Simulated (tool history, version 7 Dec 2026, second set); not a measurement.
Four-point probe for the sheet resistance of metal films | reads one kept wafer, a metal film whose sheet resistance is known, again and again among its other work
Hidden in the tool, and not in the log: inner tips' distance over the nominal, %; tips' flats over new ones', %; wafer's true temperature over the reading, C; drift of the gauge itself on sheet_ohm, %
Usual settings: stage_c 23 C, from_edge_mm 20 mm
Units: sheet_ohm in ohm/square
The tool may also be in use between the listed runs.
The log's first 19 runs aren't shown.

run   hour  stage_c  from_edge_mm  touches since the probe head was changed  hours of work since the stage's thermometer was calibrated  sheet_ohm
 20    377       27            20                                     27531                                                        1332  29.715868
 21  401.4       27            20                                     28059                                                        1350  29.711518
 22  427.6       27            20                                     28626                                                        1369  29.735112
 23  445.9       29             9                                     29021                                                        1383  29.931221
 24  468.7       31            11                                     29514                                                        1400  29.940603
 25  484.4       26            11                                     29855                                                        1411  29.784009
 26  508.9       29             7                                     30385                                                        1430  30.074149
     511.6  -- stage's thermometer calibrated
 27  526.5       27            27                                     30754                                                          11  29.692765
 28  547.1       19             3                                     31201                                                          26  31.061315
 29  563.1       19            14                                     31547                                                          38  29.497446
 30  584.5       34            20                                     32009                                                          54  29.957557
 31  598.7       34            20                                     32317                                                          65  29.945349
 32  617.1       34            20                                     32716                                                          78  29.954081
     623.4  -- stage's thermometer calibrated, once more
 33  643.2       20            68                                     33270                                                          15  29.496349
 34  668.3       27            70                                     33812                                                          33  29.715394
 35  687.5       29            20                                     34226                                                          48  29.833461
 36  708.5       23             5                                     34681                                                          63  30.210554
 37    722       21            19                                     34974                                                          73  29.574895
 38  741.4       35             4                                     35393                                                          87  30.956808

The next listed run, before its measurement:
 39  761.5       35            29                                     35828                                                         102          ?

{"run 39": {"sheet_ohm": 29.990929}}
Without the tool's hidden state the same run would have given sheet_ohm 29.941681 ohm/square.
